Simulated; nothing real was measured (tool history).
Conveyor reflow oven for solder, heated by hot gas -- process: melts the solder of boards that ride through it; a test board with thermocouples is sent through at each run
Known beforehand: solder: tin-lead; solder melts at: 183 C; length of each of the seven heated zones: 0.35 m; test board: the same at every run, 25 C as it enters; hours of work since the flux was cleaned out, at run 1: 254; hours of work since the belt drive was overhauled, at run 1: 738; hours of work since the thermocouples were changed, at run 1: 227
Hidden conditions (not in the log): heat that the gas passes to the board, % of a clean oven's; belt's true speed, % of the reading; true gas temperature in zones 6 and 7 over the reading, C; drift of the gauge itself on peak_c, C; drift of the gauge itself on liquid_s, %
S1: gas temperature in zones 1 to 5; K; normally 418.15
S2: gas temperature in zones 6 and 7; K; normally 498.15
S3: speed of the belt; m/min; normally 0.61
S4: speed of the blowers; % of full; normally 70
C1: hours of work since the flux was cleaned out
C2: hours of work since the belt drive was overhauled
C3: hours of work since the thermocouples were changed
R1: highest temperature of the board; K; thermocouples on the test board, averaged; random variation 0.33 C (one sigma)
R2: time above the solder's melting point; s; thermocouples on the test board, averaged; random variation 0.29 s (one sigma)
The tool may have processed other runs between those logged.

Run 1, hour 0: usual settings; C1 254; C2 738; C3 227. Result: R1 483.05 K, R2 49.4 s.
Run 2, hour 27.9: usual settings; C1 268; C2 751; C3 241. Result: R1 482.85 K, R2 48.9 s.
Run 3, hour 45.6: usual settings; C1 276; C2 760; C3 249. Result: R1 482.85 K, R2 49.1 s.
Run 4, hour 86.5: usual settings but S3 0.551 m/min; C1 296; C2 780; C3 269. Result: R1 485.35 K, R2 57.4 s.
Run 5, hour 121.7: usual settings but S3 0.611 m/min; C1 313; C2 797; C3 287. Result: R1 483.05 K, R2 48.9 s.
Run 6, hour 144.3: usual settings; C1 324; C2 808; C3 298. Result: R1 482.15 K, R2 48.4 s.
At hour 156.3: flux residue cleaned out of gas plates and filters.
Run 7, hour 169.5: usual settings but S4 52 % of full; C1 6; C2 818; C3 307. Result: R1 480.35 K, R2 46.3 s.
Run 8, hour 212.9: usual settings but S2 492.15 K; C1 28; C2 839; C3 329. Result: R1 479.65 K, R2 46.4 s.
Run 9, hour 231.4: usual settings but S2 492.15 K; C1 37; C2 848; C3 338. Result: R1 479.05 K, R2 46.1 s.
Run 10, hour 249.8: usual settings but S2 492.15 K; C1 46; C2 857; C3 347. Result: R1 478.95 K, R2 45.7 s.
Run 11, hour 283.2: usual settings but S3 0.664 m/min; C1 62; C2 873; C3 363. Result: R1 481.85 K, R2 44.3 s.
At hour 295: belt drive overhauled, speed set with a stopwatch.
Run 12, hour 313.5: usual settings but S3 0.664 m/min; C1 75; C2 9; C3 376. Result: R1 482.45 K, R2 44 s.
Run 13, hour 337.4: usual settings but S3 0.664 m/min; C1 86; C2 21; C3 387. Result: R1 482.15 K, R2 43.3 s.
Run 14, hour 379.2: usual settings but S3 0.664 m/min; C1 107; C2 41; C3 408. Result: R1 481.45 K, R2 44.3 s.
At hour 389.3: belt drive overhauled, speed set with a stopwatch, once more.
Run 15, hour 418.1: usual settings but S3 0.664 m/min; C1 124; C2 14; C3 425. Result: R1 481.35 K, R2 42.6 s.
Run 16, hour 441.9: usual settings but S4 59 % of full; C1 135; C2 26; C3 436. Result: R1 480.75 K, R2 46.1 s.
Run 17, hour 484.7: usual settings but S4 59 % of full; C1 156; C2 47; C3 457. Result: R1 481.35 K, R2 46.1 s.
Run 18, hour 502.5: usual settings but S2 487.15 K, S3 0.545 m/min, S4 84 % of full; C1 165; C2 55; C3 466. Result: R1 477.65 K, R2 52.3 s.
Run 19, hour 533.7: usual settings but S1 417.15 K, S2 490.15 K, S3 0.726 m/min, S4 50 % of full; C1 180; C2 70; C3 481. Result: R1 465.05 K, R2 19.2 s.
Run 20, hour 577.2: usual settings but S1 420.15 K, S2 491.15 K, S3 0.541 m/min, S4 50 % of full; C1 201; C2 92; C3 502. Result: R1 476.25 K, R2 48.5 s.
Run 21, hour 604.8: usual settings but S1 414.15 K, S3 0.608 m/min, S4 64 % of full; C1 215; C2 105; C3 516. Result: R1 481.05 K, R2 44.9 s.
Run 22, hour 643.2: usual settings but S2 502.15 K, S3 0.572 m/min, S4 54 % of full; C1 234; C2 124; C3 535. Result: R1 484.55 K, R2 52.6 s.
Run 23, hour 678.6: usual settings but S1 419.15 K, S2 502.15 K, S3 0.572 m/min, S4 50 % of full; C1 251; C2 141; C3 552. Result: R1 483.25 K, R2 51.4 s.
Run 24, hour 721.6: usual settings but S3 0.547 m/min; C1 272; C2 162; C3 573. Result: R1 485.15 K, R2 57 s.
Run 25, hour 754.4: usual settings but S3 0.547 m/min; C1 288; C2 178; C3 589. Result: R1 484.35 K, R2 56.9 s.
Run 26, hour 793: usual settings but S3 0.547 m/min; C1 307; C2 197; C3 608. Result: R1 485.15 K, R2 56.6 s.
Run 27, hour 819.3: usual settings but S3 0.547 m/min; C1 320; C2 210; C3 621. Result: R1 484.95 K, R2 56.8 s.
At hour 841.2: flux residue cleaned out of gas plates and filters.
Run 28, hour 845.1: usual settings but S3 0.547 m/min; C1 2; C2 220; C3 631. Result: R1 486.25 K, R2 58.5 s.
Run 29, hour 869.9: usual settings but S3 0.547 m/min; C1 14; C2 232; C3 643. Result: R1 486.15 K, R2 58.5 s.
Run 30, hour 891: usual settings but S1 420.15 K, S2 490.15 K, S3 0.643 m/min, S4 64 % of full; C1 24; C2 242; C3 653. Result: R1 473.95 K, R2 38.1 s.

For each entry between runs, how does the tool's hidden state at the last listed run before it compare with that at the first listed run after it?
Between runs 6 and 7: flux residue cleaned out of gas plates and filters (hour 156.3)
  heat that the gas passes to the board, % of a clean oven's: 88.8 -> 99.4; belt's true speed, % of the reading: 98.5 -> 98.49; true gas temperature in zones 6 and 7 over the reading, C: -0.81 -> -0.83
  measured result minus the result with no hidden state, R1: -2.6 -> -0.4 K; R2: -1.9 -> +0.5 s
Between runs 11 and 12: belt drive overhauled, speed set with a stopwatch (hour 295)
  heat that the gas passes to the board, % of a clean oven's: 97.8 -> 97.4; belt's true speed, % of the reading: 98.39 -> 97.99; true gas temperature in zones 6 and 7 over the reading, C: -0.95 -> -0.98
  measured result minus the result with no hidden state, R1: -0.8 -> -0.7 K; R2: +0 -> +0.3 s
Between runs 14 and 15: belt drive overhauled, speed set with a stopwatch, once more (hour 389.3)
  heat that the gas passes to the board, % of a clean oven's: 96.5 -> 96; belt's true speed, % of the reading: 97.93 -> 100.1; true gas temperature in zones 6 and 7 over the reading, C: -1.05 -> -1.08
  measured result minus the result with no hidden state, R1: -1 -> -1.8 K; R2: +0 -> -1.8 s
Between runs 27 and 28: flux residue cleaned out of gas plates and filters (hour 841.2)
  heat that the gas passes to the board, % of a clean oven's: 90.3 -> 99.3; belt's true speed, % of the reading: 99.76 -> 99.74; true gas temperature in zones 6 and 7 over the reading, C: -1.49 -> -1.51
  measured result minus the result with no hidden state, R1: -2.9 -> -1.4 K; R2: -2.8 -> -0.9 s

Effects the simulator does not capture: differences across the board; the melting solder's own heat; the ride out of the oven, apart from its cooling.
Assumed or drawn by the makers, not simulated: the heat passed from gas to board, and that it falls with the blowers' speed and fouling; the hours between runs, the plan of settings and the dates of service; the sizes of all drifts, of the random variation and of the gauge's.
